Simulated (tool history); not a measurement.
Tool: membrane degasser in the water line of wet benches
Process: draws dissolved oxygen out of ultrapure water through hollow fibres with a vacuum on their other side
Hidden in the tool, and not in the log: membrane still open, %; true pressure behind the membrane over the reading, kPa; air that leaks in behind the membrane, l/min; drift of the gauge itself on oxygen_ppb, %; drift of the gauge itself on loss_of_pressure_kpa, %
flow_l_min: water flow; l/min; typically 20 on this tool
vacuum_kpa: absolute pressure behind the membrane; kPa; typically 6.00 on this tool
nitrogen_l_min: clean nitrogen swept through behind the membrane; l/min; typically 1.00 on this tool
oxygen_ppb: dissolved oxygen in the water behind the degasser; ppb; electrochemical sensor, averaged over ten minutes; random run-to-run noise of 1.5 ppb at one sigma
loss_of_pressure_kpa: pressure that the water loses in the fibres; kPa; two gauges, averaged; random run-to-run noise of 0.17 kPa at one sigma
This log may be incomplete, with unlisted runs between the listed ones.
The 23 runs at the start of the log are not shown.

run	hour	flow_l_min	vacuum_kpa	nitrogen_l_min	hours since the membrane was changed	hours since the vacuum gauge was calibrated	hours since the vacuum lines were made tight	oxygen_ppb	loss_of_pressure_kpa
24	1036.1	29	5.36	0.67	3014	1282	6316	238.7	37.39
25	1086.3	29	5.36	0.67	3065	1332	6366	240.0	37.11
26	1116.6	29	5.36	0.67	3095	1362	6396	240.4	37.23
27	1164.4	27	7.15	1.54	3143	1410	6444	203.0	34.83
28	1228.5	24	14.28	0.94	3207	1474	6508	612.1	30.77
29	1257.3	19	13.77	0.54	3236	1503	6537	717.1	24.45
30	1317.8	19	13.77	0.54	3296	1563	6597	732.2	24.35
31	1351.6	19	6.54	0.77	3330	1597	6631	198.1	24.83

Predict each of these 5 candidate next runs independently; none follows another, all start after run 31:
A	1379.6	13	6.00	0.46	3358	1625	6659	?	?
B	1379.6	19	5.65	0.77	3358	1625	6659	?	?
C	1379.6	19	3.94	0.77	3358	1625	6659	?	?
D	1379.6	19	7.70	0.74	3358	1625	6659	?	?
E	1379.6	28	4.30	1.73	3358	1625	6659	?	?

run	oxygen_ppb	loss_of_pressure_kpa
A	177.8	16.80
B	154.5	24.81
C	61.7	24.37
D	264.3	24.39
E	94.6	36.00
Take away the tool's hidden state, keep each run's random variation, and the runs would have read:
run	oxygen_ppb	loss_of_pressure_kpa
A	172.8	16.63
B	149.5	24.55
C	57.1	24.11
D	258.8	24.13
E	89.5	35.62
